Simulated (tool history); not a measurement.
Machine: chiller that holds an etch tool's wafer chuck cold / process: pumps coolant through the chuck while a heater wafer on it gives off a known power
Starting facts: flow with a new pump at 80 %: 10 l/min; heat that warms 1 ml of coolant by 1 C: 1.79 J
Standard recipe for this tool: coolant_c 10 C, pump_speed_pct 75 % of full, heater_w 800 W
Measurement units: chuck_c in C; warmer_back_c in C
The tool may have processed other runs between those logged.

| run | hour | coolant_c | pump_speed_pct | heater_w | chuck_c | warmer_back_c |
|---|---|---|---|---|---|---|
| 1 | 0.0 | 10 | 75 | 800 | 15.84 | 3.10 |
| 2 | 143.1 | 10 | 75 | 800 | 15.69 | 3.10 |
| 3 | 252.0 | 10 | 75 | 450 | 13.12 | 1.77 |
| 4 | 349.9 | 10 | 75 | 450 | 13.01 | 1.73 |
|  | 378.6 | coolant pump overhauled |
| 5 | 474.2 | 10 | 75 | 450 | 13.20 | 1.78 |
| 6 | 578.3 | 10 | 75 | 450 | 13.22 | 1.83 |
| 7 | 716.3 | 10 | 75 | 450 | 13.12 | 1.80 |
| 8 | 778.0 | 10 | 75 | 800 | 15.87 | 3.22 |
| 9 | 839.2 | 10 | 95 | 477 | 12.73 | 1.47 |
|  | 913.2 | coolant pump overhauled, once more |
| 10 | 937.0 | 10 | 95 | 477 | 12.44 | 1.32 |
| 11 | 1015.7 | 10 | 95 | 792 | 14.51 | 2.19 |
| 12 | 1114.7 | 10 | 95 | 792 | 14.43 | 2.21 |
| 13 | 1201.6 | 10 | 95 | 792 | 14.42 | 2.18 |
| 14 | 1292.0 | 10 | 95 | 792 | 14.70 | 2.19 |

Run 15 comes next. What will it give?
| 15 | 1418.7 | 10 | 95 | 792 | ? | ? |

Run 15 gave chuck_c 14.56 C, warmer_back_c 2.20 C.
Had the tool carried no hidden state, the very same run would have given chuck_c 14.75 C, warmer_back_c 2.19 C.

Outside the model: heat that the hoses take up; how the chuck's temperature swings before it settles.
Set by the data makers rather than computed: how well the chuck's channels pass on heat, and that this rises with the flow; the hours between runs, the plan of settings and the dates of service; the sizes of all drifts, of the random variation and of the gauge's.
